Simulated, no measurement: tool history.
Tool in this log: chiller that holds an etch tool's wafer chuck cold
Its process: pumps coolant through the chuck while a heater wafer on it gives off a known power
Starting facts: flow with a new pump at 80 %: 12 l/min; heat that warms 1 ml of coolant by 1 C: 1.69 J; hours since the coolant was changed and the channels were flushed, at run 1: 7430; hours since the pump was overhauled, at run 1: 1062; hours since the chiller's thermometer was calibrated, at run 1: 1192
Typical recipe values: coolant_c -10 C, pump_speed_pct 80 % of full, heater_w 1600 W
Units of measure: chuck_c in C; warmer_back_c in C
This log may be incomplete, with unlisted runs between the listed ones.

run	hour	coolant_c	pump_speed_pct	heater_w	hours since the coolant was changed and the channels were flushed	hours since the pump was overhauled	hours since the chiller's thermometer was calibrated	chuck_c	warmer_back_c
1	0	-10	80	1600	7430	1062	1192	1.1	4.67
2	43.9	-10	80	1600	7474	1106	1236	1.3	4.75
3	86.4	-10	63	1600	7517	1148	1278	3.7	6.13
4	109.9	-10	80	1600	7540	1172	1302	1.3	4.83
5	157.8	-10	80	1600	7588	1219	1349	1.2	4.8
6	206.4	-10	80	1600	7637	1268	1398	1.2	4.74
7	228.4	-10	80	1600	7659	1290	1420	1.2	4.83
8	257.5	-10	85	1895	7688	1319	1449	2.7	5.39
9	279.2	-10	70	853	7710	1341	1471	-3.2	3.02
10	318.5	-10	70	853	7749	1380	1510	-3.4	3.03
11	344.2	-10	70	853	7775	1406	1536	-3.6	3.06
12	365	-10	76	1600	7795	1427	1557	1.9	5.22
13	400.9	-10	76	1600	7831	1463	1593	1.6	5.21
14	428.1	-10	76	1844	7858	1490	1620	3.4	5.9

Consider 5 possible next runs. They are alternatives, not a sequence: every one starts from the tool as it was left by run 14. What does each give?
A	465.2	-14	68	1600	7896	1527	1657	?	?
B	465.2	-12	80	1600	7896	1527	1657	?	?
C	465.2	-10	91	1600	7896	1527	1657	?	?
D	465.2	-9	61	1844	7896	1527	1657	?	?
E	465.2	-10	62	2381	7896	1527	1657	?	?

run	chuck_c	warmer_back_c
A	-1.1	5.79
B	-0.9	4.96
C	-0.2	4.34
D	7.2	7.46
E	10.8	9.39
Stripped of hidden state, with their random variation kept, the same runs would have yielded:
run	chuck_c	warmer_back_c
A	-1.1	5.58
B	-1	4.75
C	-0.2	4.12
D	7.2	7.24
E	10.8	9.17

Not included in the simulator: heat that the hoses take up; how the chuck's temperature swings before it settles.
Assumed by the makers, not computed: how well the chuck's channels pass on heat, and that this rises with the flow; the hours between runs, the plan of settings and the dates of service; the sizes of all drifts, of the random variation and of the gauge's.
